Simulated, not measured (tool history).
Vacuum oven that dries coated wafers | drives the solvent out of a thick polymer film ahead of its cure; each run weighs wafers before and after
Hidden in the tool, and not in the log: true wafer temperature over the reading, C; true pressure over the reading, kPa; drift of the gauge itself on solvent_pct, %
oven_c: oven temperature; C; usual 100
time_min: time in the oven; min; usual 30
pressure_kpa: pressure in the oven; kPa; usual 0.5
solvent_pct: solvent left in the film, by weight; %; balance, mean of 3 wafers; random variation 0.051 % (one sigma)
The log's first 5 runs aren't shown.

| run | hour | oven_c | time_min | pressure_kpa | hours of work since the thermocouples were calibrated | hours of work since the vacuum gauge was cleaned of residue | solvent_pct |
|---|---|---|---|---|---|---|---|
| 6 | 175.5 | 100 | 30 | 0.5 | 239 | 926 | 0.77 |
| 7 | 200.8 | 100 | 30 | 0.5 | 253 | 940 | 0.85 |
| 8 | 230.3 | 100 | 30 | 0.5 | 270 | 957 | 0.91 |
| 9 | 256.4 | 100 | 30 | 0.5 | 285 | 972 | 0.81 |
| 10 | 293.4 | 100 | 30 | 0.5 | 306 | 993 | 0.8 |
| 11 | 337.9 | 100 | 30 | 0.5 | 331 | 1018 | 0.78 |
| 12 | 368.5 | 100 | 48 | 0.5 | 349 | 1035 | 0.3 |
| 13 | 401.3 | 100 | 30 | 0.5 | 367 | 1054 | 0.87 |
| 14 | 441.2 | 100 | 35 | 0.5 | 390 | 1077 | 0.64 |
| 15 | 463 | 100 | 30 | 0.639 | 403 | 1089 | 0.85 |
| 16 | 503.7 | 100 | 30 | 0.639 | 426 | 1112 | 0.72 |
| 17 | 523.9 | 100 | 30 | 1.239 | 437 | 1124 | 1.21 |
| 18 | 566.4 | 103 | 30 | 1.451 | 461 | 1148 | 0.9 |

Forecast run 19:
| 19 | 587.7 | 103 | 30 | 1.451 | 473 | 1160 | ? |

{"run 19": {"solvent_pct": 0.94}}
Without the tool's hidden state the same run would have given solvent_pct 0.93 %.
